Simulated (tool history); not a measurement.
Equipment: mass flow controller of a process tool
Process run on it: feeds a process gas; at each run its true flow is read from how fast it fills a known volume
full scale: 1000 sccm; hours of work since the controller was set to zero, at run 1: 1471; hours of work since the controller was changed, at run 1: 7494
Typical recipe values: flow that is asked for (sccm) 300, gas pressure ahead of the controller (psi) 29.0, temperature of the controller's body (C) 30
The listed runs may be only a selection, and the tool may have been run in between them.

run    hour  flow that is asked for (sccm)  gas pressure ahead of the controller (psi)  temperature of the controller's body (C)  hours of work since the controller was set to zero  hours of work since the controller was changed  true flow (%)
  1     0.0                            300                                        29.0                                        30                                                1471                                            7494          97.80
  2   431.3                            300                                        29.0                                        30                                                1696                                            7719          97.82
  3   794.8                            300                                        29.0                                        30                                                1886                                            7909          97.88
  4   987.0                            300                                        29.0                                        30                                                1986                                            8009          97.92
  5  1295.7                            300                                        29.0                                        30                                                2147                                            8170          97.92
  6  1538.5                            300                                        29.0                                        30                                                2274                                            8297          98.06
  7  1798.5                            300                                        29.0                                        29                                                2409                                            8433          98.10
  8  2142.3                            300                                        29.0                                        29                                                2589                                            8612          98.17
  9  2541.9                            300                                        29.0                                        29                                                2797                                            8820          98.25
 10  2952.0                            300                                        29.0                                        29                                                3011                                            9034          98.34
 11  3147.8                            300                                        29.0                                        29                                                3113                                            9137          98.42
 12  3563.3                            300                                        29.0                                        29                                                3330                                            9353          98.35
 13  3958.0                            300                                        26.8                                        30                                                3536                                            9559          98.41
 14  4387.3                            300                                        26.8                                        30                                                3760                                            9783          98.55
 15  4720.2                            300                                        26.8                                        30                                                3934                                            9957          98.63
 16  5082.3                            300                                        26.8                                        30                                                4123                                           10146          98.70
 17  5505.6                            300                                        26.8                                        30                                                4344                                           10367          98.81
     5729.9  -- controller exchanged for a calibrated one
 18  5909.8                            300                                        29.0                                        30                                                  94                                              94          98.77
 19  6340.1                            300                                        29.0                                        28                                                 318                                             318          98.90
 20  6642.6                            300                                        29.0                                        28                                                 476                                             476          98.99
 21  6819.2                            300                                        29.0                                        28                                                 568                                             568          98.90
 22  7239.4                            300                                        29.0                                        28                                                 788                                             788          99.06
 23  7655.9                            445                                        29.0                                        30                                                1005                                            1005          99.42
 24  8036.3                            300                                        29.0                                        30                                                1203                                            1203          99.06
 25  8404.8                            851                                        38.4                                        20                                                1396                                            1396         100.84

What will run 26 give?
 26  8602.0                            566                                        36.5                                        20                                                1499                                            1499              ?

true flow (%): 100.09
The same run, on a tool lacking any hidden state, would have yielded true flow (%) 98.68.

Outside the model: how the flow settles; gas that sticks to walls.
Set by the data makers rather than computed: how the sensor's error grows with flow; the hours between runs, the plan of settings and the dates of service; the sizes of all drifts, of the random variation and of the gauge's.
